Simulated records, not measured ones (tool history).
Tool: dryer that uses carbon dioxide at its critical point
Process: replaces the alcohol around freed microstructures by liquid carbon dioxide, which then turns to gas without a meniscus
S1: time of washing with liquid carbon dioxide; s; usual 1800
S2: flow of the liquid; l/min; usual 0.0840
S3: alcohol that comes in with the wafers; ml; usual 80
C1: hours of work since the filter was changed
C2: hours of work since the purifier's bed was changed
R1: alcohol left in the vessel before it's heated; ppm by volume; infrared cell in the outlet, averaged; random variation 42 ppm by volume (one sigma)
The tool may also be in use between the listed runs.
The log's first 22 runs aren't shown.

{"run": 23, "hour": 188.5, "S1": 1560, "S2": 0.0769, "S3": 98, "C1": 21, "C2": 308, "R1": 8563}
{"run": 24, "hour": 198.8, "S1": 1560, "S2": 0.0769, "S3": 98, "C1": 28, "C2": 315, "R1": 8780}
{"run": 25, "hour": 204.9, "S1": 1560, "S2": 0.0769, "S3": 98, "C1": 32, "C2": 319, "R1": 8646}
{"run": 26, "hour": 214.3, "S1": 1980, "S2": 0.084, "S3": 80, "C1": 39, "C2": 325, "R1": 2167}
{"run": 27, "hour": 223.5, "S1": 1980, "S2": 0.084, "S3": 80, "C1": 45, "C2": 331, "R1": 2216}
{"run": 28, "hour": 235.0, "S1": 1980, "S2": 0.084, "S3": 80, "C1": 52, "C2": 339, "R1": 2282}
{"run": 29, "hour": 241.8, "S1": 1140, "S2": 0.1403, "S3": 32, "C1": 57, "C2": 343, "R1": 952}
{"run": 30, "hour": 248.7, "S1": 1980, "S2": 0.0525, "S3": 33, "C1": 61, "C2": 348, "R1": 5041}
{"run": 31, "hour": 256.8, "S1": 2520, "S2": 0.084, "S3": 51, "C1": 67, "C2": 353, "R1": 544}
{"run": 32, "hour": 267.3, "S1": 1440, "S2": 0.0627, "S3": 85, "C1": 73, "C2": 360, "R1": 18195}
{"run": 33, "hour": 275.8, "S1": 1440, "S2": 0.0627, "S3": 85, "C1": 79, "C2": 365, "R1": 18155}
{"run": 34, "hour": 283.0, "S1": 1440, "S2": 0.0627, "S3": 85, "C1": 84, "C2": 370, "R1": 18456}
{"run": 35, "hour": 291.9, "S1": 2340, "S2": 0.084, "S3": 80, "C1": 90, "C2": 376, "R1": 1195}
{"run": 36, "hour": 301.1, "S1": 1140, "S2": 0.084, "S3": 80, "C1": 96, "C2": 382, "R1": 14438}
{"run": 37, "hour": 307.2, "S1": 1140, "S2": 0.0785, "S3": 60, "C1": 100, "C2": 386, "R1": 13033}
{"run": 38, "hour": 318.9, "S1": 1140, "S2": 0.0785, "S3": 60, "C1": 108, "C2": 394, "R1": 12835}
{"run": 39, "hour": 331.7, "S1": 1140, "S2": 0.0785, "S3": 60, "C1": 116, "C2": 402, "R1": 13602}
{"run": 40, "hour": 341.2, "S1": 1320, "S2": 0.0629, "S3": 30, "C1": 122, "C2": 409, "R1": 7978}
{"run": 41, "hour": 351.6, "S1": 1320, "S2": 0.0629, "S3": 30, "C1": 129, "C2": 415, "R1": 8088}
{"run": 42, "hour": 358.3, "S1": 1320, "S2": 0.084, "S3": 57, "C1": 134, "C2": 420, "R1": 7539}
{"run": 43, "hour": 365.2, "S1": 1800, "S2": 0.0732, "S3": 95, "C1": 138, "C2": 424, "R1": 7814}

Forecast each of these 5 alternatives for the next run:
{"run": "A", "hour": 371.5, "S1": 2040, "S2": 0.0574, "S3": 95, "C1": 142, "C2": 429, "R1": "?"}
{"run": "B", "hour": 371.5, "S1": 2460, "S2": 0.0914, "S3": 42, "C1": 142, "C2": 429, "R1": "?"}
{"run": "C", "hour": 371.5, "S1": 1800, "S2": 0.0732, "S3": 114, "C1": 142, "C2": 429, "R1": "?"}
{"run": "D", "hour": 371.5, "S1": 1800, "S2": 0.1223, "S3": 110, "C1": 142, "C2": 429, "R1": "?"}
{"run": "E", "hour": 371.5, "S1": 1800, "S2": 0.0732, "S3": 39, "C1": 142, "C2": 429, "R1": "?"}

run=A R1=11971
run=B R1=430
run=C R1=9456
run=D R1=954
run=E R1=3324
Without the tool's hidden state the same runs would have given:
run=A R1=9103
run=B R1=199
run=C R1=6899
run=D R1=508
run=E R1=2382

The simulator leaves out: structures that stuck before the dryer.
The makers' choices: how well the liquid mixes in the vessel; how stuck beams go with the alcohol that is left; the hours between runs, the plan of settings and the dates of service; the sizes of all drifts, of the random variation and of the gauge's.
